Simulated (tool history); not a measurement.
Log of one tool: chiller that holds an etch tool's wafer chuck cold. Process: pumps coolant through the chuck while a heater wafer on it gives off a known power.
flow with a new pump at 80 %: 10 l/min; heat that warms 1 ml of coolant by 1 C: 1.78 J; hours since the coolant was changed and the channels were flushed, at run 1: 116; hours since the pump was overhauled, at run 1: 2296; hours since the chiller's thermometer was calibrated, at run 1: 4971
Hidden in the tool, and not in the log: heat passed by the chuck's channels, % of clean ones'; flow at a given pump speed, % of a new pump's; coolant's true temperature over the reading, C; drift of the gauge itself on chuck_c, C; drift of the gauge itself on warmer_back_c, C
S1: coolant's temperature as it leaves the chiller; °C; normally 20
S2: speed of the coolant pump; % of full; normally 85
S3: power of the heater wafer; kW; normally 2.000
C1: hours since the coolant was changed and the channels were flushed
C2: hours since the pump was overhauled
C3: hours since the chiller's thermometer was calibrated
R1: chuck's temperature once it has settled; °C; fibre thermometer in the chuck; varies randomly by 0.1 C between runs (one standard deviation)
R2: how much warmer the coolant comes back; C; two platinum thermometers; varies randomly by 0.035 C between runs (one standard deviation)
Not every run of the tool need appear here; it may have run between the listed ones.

| run | day | S1 | S2 | S3 | C1 | C2 | C3 | R1 | R2 |
|---|---|---|---|---|---|---|---|---|---|
| 1 | 0.000 | 20 | 85 | 2.000 | 116 | 2296 | 4971 | 36.8 | 6.75 |
| 2 | 1.629 | 20 | 85 | 2.000 | 155 | 2335 | 5010 | 36.9 | 6.74 |
| 3 | 3.071 | 20 | 85 | 2.000 | 189 | 2370 | 5045 | 36.8 | 6.74 |
| 4 | 4.554 | 20 | 85 | 2.000 | 225 | 2406 | 5080 | 36.8 | 6.78 |
| 5 | 5.812 | 19 | 85 | 2.000 | 255 | 2436 | 5111 | 35.8 | 6.83 |
| 6 | 7.500 | 19 | 85 | 2.000 | 296 | 2476 | 5151 | 36.0 | 6.83 |
| 7 | 9.458 | 19 | 85 | 2.000 | 343 | 2523 | 5198 | 36.0 | 6.81 |
| 8 | 12.542 | 14 | 85 | 2.000 | 417 | 2597 | 5272 | 31.1 | 6.79 |
| 9 | 15.129 | 14 | 85 | 2.000 | 479 | 2659 | 5334 | 31.2 | 6.81 |
| 10 | 18.029 | 25 | 85 | 2.000 | 548 | 2729 | 5404 | 42.1 | 6.88 |
| 11 | 20.512 | 25 | 85 | 2.000 | 608 | 2789 | 5463 | 42.3 | 6.77 |
| 12 | 22.921 | 25 | 85 | 2.000 | 666 | 2846 | 5521 | 42.0 | 6.83 |
| 13 | 24.300 | 25 | 85 | 2.000 | 699 | 2879 | 5554 | 42.1 | 6.89 |
| 14 | 26.642 | 28 | 85 | 2.966 | 755 | 2936 | 5610 | 54.1 | 10.14 |
| 15 | 29.088 | 28 | 85 | 2.966 | 814 | 2994 | 5669 | 54.3 | 10.18 |
|  | 29.462 | coolant pump overhauled |
| 16 | 31.479 | 14 | 71 | 2.533 | 866 | 48 | 5722 | 39.9 | 11.13 |
| 17 | 33.708 | 14 | 71 | 2.533 | 920 | 102 | 5775 | 40.0 | 11.21 |
|  | 36.288 | chiller's thermometer calibrated |
| 18 | 36.362 | 14 | 71 | 2.533 | 982 | 165 | 2 | 41.2 | 11.12 |
| 19 | 38.992 | 14 | 71 | 2.533 | 1046 | 228 | 65 | 41.2 | 11.26 |
| 20 | 41.292 | 14 | 66 | 2.533 | 1101 | 283 | 120 | 42.5 | 12.17 |
| 21 | 43.100 | 14 | 69 | 2.678 | 1144 | 326 | 163 | 43.4 | 12.29 |
| 22 | 44.442 | 14 | 69 | 2.678 | 1176 | 359 | 196 | 43.4 | 12.37 |
| 23 | 46.600 | 14 | 69 | 2.678 | 1228 | 410 | 247 | 43.5 | 12.32 |

Results per run with the tool's hidden condition removed, run-to-run variation unchanged:
| run | R1 | R2 |
|---|---|---|
| 1 | 37.1 | 6.31 |
| 2 | 37.1 | 6.30 |
| 3 | 37.0 | 6.28 |
| 4 | 37.0 | 6.32 |
| 5 | 36.0 | 6.36 |
| 6 | 36.2 | 6.35 |
| 7 | 36.1 | 6.33 |
| 8 | 31.1 | 6.29 |
| 9 | 31.2 | 6.30 |
| 10 | 42.0 | 6.36 |
| 11 | 42.2 | 6.24 |
| 12 | 41.9 | 6.28 |
| 13 | 42.0 | 6.34 |
| 14 | 53.2 | 9.32 |
| 15 | 53.3 | 9.32 |
| 16 | 38.2 | 9.65 |
| 17 | 38.2 | 9.71 |
| 18 | 38.1 | 9.61 |
| 19 | 38.1 | 9.72 |
| 20 | 39.2 | 10.48 |
| 21 | 39.9 | 10.57 |
| 22 | 39.9 | 10.63 |
| 23 | 39.8 | 10.56 |
